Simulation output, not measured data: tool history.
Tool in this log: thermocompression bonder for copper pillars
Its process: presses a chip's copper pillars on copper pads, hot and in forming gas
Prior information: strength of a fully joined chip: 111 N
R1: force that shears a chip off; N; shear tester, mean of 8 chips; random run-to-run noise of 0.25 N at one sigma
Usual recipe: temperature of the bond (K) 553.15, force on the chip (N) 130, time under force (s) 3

Run 1, hour 0.0: usual settings. Result: R1 38.9 N.
Run 2, hour 68.9: usual settings. Result: R1 39.0 N.
Run 3, hour 125.6: usual settings but temperature of the bond (K) 559.15. Result: R1 41.4 N.
At hour 171.7: forming gas filter changed.
Run 4, hour 204.5: usual settings but force on the chip (N) 91. Result: R1 31.8 N.
Run 5, hour 282.7: usual settings but force on the chip (N) 91. Result: R1 31.9 N.
Run 6, hour 325.6: usual settings but temperature of the bond (K) 531.15. Result: R1 29.0 N.
Run 7, hour 389.2: usual settings but temperature of the bond (K) 531.15. Result: R1 29.0 N.
Run 8, hour 459.9: usual settings but temperature of the bond (K) 531.15, force on the chip (N) 89. Result: R1 23.8 N.
Run 9, hour 502.1: usual settings but temperature of the bond (K) 531.15, force on the chip (N) 89. Result: R1 23.3 N.
Run 10, hour 554.2: usual settings. Result: R1 38.7 N.
At hour 598.1: forming gas filter changed.
Run 11, hour 631.0: usual settings. Result: R1 39.6 N.
At hour 688.7: heater calibrated with a thermocouple chip.
Run 12, hour 695.2: usual settings but force on the chip (N) 82. Result: R1 30.2 N.
Run 13, hour 763.8: usual settings but temperature of the bond (K) 539.15. Result: R1 32.8 N.
Run 14, hour 800.7: usual settings. Result: R1 39.1 N.
Run 15, hour 848.7: usual settings. Result: R1 38.9 N.
Run 16, hour 908.9: usual settings. Result: R1 38.8 N.
At hour 943.8: force cell calibrated.
Run 17, hour 961.4: usual settings. Result: R1 39.1 N.
At hour 1022.4: forming gas filter changed.
Run 18, hour 1037.0: usual settings. Result: R1 38.7 N.
Run 19, hour 1084.4: usual settings but temperature of the bond (K) 560.15. Result: R1 42.6 N.
Run 20, hour 1133.4: usual settings but temperature of the bond (K) 560.15. Result: R1 42.3 N.
Run 21, hour 1203.9: usual settings but temperature of the bond (K) 560.15. Result: R1 42.5 N.
Run 22, hour 1250.2: usual settings but temperature of the bond (K) 560.15. Result: R1 42.6 N.
Run 23, hour 1315.9: usual settings but temperature of the bond (K) 533.15, time under force (s) 6. Result: R1 39.5 N.
Run 24, hour 1388.3: usual settings but temperature of the bond (K) 575.15, force on the chip (N) 109, time under force (s) 2. Result: R1 39.1 N.
Run 25, hour 1423.0: usual settings but temperature of the bond (K) 551.15, force on the chip (N) 146. Result: R1 39.8 N.
At hour 1446.2: forming gas filter changed.
Run 26, hour 1483.8: usual settings but temperature of the bond (K) 544.15, force on the chip (N) 80. Result: R1 25.9 N.
Run 27, hour 1518.8: usual settings but temperature of the bond (K) 544.15, force on the chip (N) 168, time under force (s) 2. Result: R1 33.8 N.
Run 28, hour 1564.3: usual settings. Result: R1 39.1 N.
Run 29, hour 1621.1: usual settings but temperature of the bond (K) 576.15, time under force (s) 2. Result: R1 43.1 N.
Run 30, hour 1694.4: usual settings but temperature of the bond (K) 576.15, time under force (s) 2. Result: R1 43.5 N.
Run 31, hour 1728.0: usual settings but temperature of the bond (K) 576.15, time under force (s) 2. Result: R1 43.5 N.
Run 32, hour 1785.6: usual settings but temperature of the bond (K) 577.15, force on the chip (N) 105. Result: R1 45.4 N.
Run 33, hour 1820.7: usual settings but temperature of the bond (K) 577.15, force on the chip (N) 105. Result: R1 46.0 N.
At hour 1832.8: heater calibrated with a thermocouple chip.
Run 34, hour 1854.4: usual settings but force on the chip (N) 158. Result: R1 43.4 N.
At hour 1876.1: forming gas filter changed.
Run 35, hour 1905.0: usual settings but temperature of the bond (K) 540.15, force on the chip (N) 167, time under force (s) 5. Result: R1 45.8 N.
Run 36, hour 1968.0: usual settings but temperature of the bond (K) 557.15, force on the chip (N) 175, time under force (s) 2. Result: R1 40.7 N.
Run 37, hour 2004.8: usual settings. Result: R1 38.8 N.
Run 38, hour 2042.0: usual settings but temperature of the bond (K) 574.15, force on the chip (N) 137, time under force (s) 8. Result: R1 69.6 N.
Run 39, hour 2095.4: usual settings but temperature of the bond (K) 565.15. Result: R1 44.8 N.

4 ways to go on from here, each from the tool as it stands after run 39. What would each give?
Run A, hour 2127.3: usual settings but temperature of the bond (K) 573.15, force on the chip (N) 157. Result: R1 ?.
Run B, hour 2127.3: usual settings but temperature of the bond (K) 538.15, force on the chip (N) 100, time under force (s) 4. Result: R1 ?.
Run C, hour 2127.3: usual settings but temperature of the bond (K) 544.15, force on the chip (N) 113, time under force (s) 7. Result: R1 ?.
Run D, hour 2127.3: usual settings but temperature of the bond (K) 526.15. Result: R1 ?.

run    R1
  A  53.4
  B  31.3
  C  44.8
  D  26.9
What these runs would have given with no unlogged condition in the tool:
run    R1
  A  53.4
  B  31.3
  C  44.8
  D  26.9
